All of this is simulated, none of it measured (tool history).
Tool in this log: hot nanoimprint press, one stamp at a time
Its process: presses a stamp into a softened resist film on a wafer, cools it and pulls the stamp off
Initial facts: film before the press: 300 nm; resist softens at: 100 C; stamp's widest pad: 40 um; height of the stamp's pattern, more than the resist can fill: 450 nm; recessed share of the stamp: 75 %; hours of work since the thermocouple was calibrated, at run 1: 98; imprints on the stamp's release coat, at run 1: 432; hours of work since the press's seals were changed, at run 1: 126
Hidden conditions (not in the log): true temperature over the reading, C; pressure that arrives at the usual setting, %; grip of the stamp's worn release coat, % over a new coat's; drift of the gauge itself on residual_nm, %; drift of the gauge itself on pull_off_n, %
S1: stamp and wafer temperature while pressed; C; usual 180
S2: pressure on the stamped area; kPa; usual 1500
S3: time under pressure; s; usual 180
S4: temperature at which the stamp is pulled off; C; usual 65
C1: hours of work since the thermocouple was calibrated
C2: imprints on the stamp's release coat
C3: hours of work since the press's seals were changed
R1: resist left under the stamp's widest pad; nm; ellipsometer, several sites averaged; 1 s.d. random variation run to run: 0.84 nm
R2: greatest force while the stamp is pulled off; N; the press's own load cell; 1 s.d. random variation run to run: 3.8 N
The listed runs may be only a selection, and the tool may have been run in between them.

run 1 day=0.000 | S1=180 S2=1500 S3=180 S4=65 | C1=98 C2=432 C3=126 | R1=151.8 R2=211
run 2 day=2.617 | S1=180 S2=1500 S3=202 S4=65 | C1=148 C2=652 C3=176 | R1=146.0 R2=218
run 3 day=4.258 | S1=180 S2=1500 S3=202 S4=65 | C1=179 C2=789 C3=207 | R1=148.8 R2=219
run 4 day=5.862 | S1=180 S2=1430 S3=180 S4=65 | C1=209 C2=924 C3=237 | R1=158.1 R2=224
-- day=6.562 stamp cleaned and given a new release coat
run 5 day=8.546 | S1=180 S2=1430 S3=180 S4=65 | C1=256 C2=167 C3=284 | R1=160.0 R2=194
run 6 day=10.362 | S1=180 S2=1430 S3=180 S4=65 | C1=290 C2=319 C3=318 | R1=160.2 R2=204
run 7 day=13.229 | S1=180 S2=1500 S3=180 S4=65 | C1=344 C2=559 C3=373 | R1=157.0 R2=219
run 8 day=14.679 | S1=180 S2=1500 S3=180 S4=71 | C1=372 C2=681 C3=400 | R1=158.4 R2=214
run 9 day=17.175 | S1=180 S2=1500 S3=180 S4=71 | C1=419 C2=890 C3=448 | R1=159.6 R2=217

Forecast run 10:
-- day=17.529 plate thermocouple calibrated
-- day=18.483 stamp cleaned and given a new release coat
run 10 day=20.442 | S1=180 S2=1500 S3=180 S4=71 | C1=51 C2=164 C3=503 | R1=? R2=?

{"run 10": {"R1": 161.6, "R2": 196}}
Were there no unlogged condition in the tool, this run, its random variation unchanged, would have produced R1 150.9 nm, R2 187 N.
